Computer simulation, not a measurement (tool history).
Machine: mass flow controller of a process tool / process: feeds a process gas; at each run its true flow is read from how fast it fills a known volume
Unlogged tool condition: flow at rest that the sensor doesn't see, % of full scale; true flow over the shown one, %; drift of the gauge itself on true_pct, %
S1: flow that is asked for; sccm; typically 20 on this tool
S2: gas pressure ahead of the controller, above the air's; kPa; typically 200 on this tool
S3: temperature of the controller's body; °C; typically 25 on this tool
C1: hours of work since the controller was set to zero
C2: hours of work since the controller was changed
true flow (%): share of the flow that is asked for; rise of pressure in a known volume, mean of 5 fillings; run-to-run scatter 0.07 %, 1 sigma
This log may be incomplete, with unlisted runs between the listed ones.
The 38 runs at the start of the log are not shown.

Run 39, day 416.517: usual settings but S1 7 sccm; C1 1342; C2 1342. Result: true flow (%) 97.88.
Run 40, day 427.638: usual settings but S1 7 sccm; C1 1528; C2 1528. Result: true flow (%) 97.98.
Run 41, day 442.446: usual settings but S1 7 sccm; C1 1775; C2 1775. Result: true flow (%) 97.96.
Run 42, day 457.271: usual settings but S1 21 sccm, S3 21 °C; C1 2022; C2 2022. Result: true flow (%) 98.24.
Run 43, day 466.271: usual settings but S1 17 sccm, S3 22 °C; C1 2172; C2 2172. Result: true flow (%) 98.24.
Run 44, day 479.442: usual settings but S1 17 sccm, S3 22 °C; C1 2392; C2 2392. Result: true flow (%) 98.13.
Run 45, day 487.771: usual settings but S2 143 kPa, S3 21 °C; C1 2531; C2 2531. Result: true flow (%) 98.55.
Run 46, day 502.992: usual settings but S2 143 kPa, S3 21 °C; C1 2784; C2 2784. Result: true flow (%) 98.49.
Run 47, day 513.538: usual settings but S2 253 kPa, S3 29 °C; C1 2960; C2 2960. Result: true flow (%) 98.48.
Run 48, day 522.833: usual settings but S2 141 kPa, S3 29 °C; C1 3115; C2 3115. Result: true flow (%) 99.13.

Forecast each of these 4 alternatives for the next run:
Run A, day 532.871: usual settings but S3 38 °C; C1 3283; C2 3283. Result: true flow (%) ?.
Run B, day 532.871: usual settings but S2 276 kPa; C1 3283; C2 3283. Result: true flow (%) ?.
Run C, day 532.871: usual settings but S1 12 sccm, S2 161 kPa, S3 37 °C; C1 3283; C2 3283. Result: true flow (%) ?.
Run D, day 532.871: usual settings but S2 249 kPa, S3 29 °C; C1 3283; C2 3283. Result: true flow (%) ?.

run  true flow (%)
  A          99.34
  B          98.08
  C          99.00
  D          98.49
With the hidden condition removed and each run's random variation left untouched, the same runs would have given:
run  true flow (%)
  A          99.36
  B          98.10
  C          99.02
  D          98.50

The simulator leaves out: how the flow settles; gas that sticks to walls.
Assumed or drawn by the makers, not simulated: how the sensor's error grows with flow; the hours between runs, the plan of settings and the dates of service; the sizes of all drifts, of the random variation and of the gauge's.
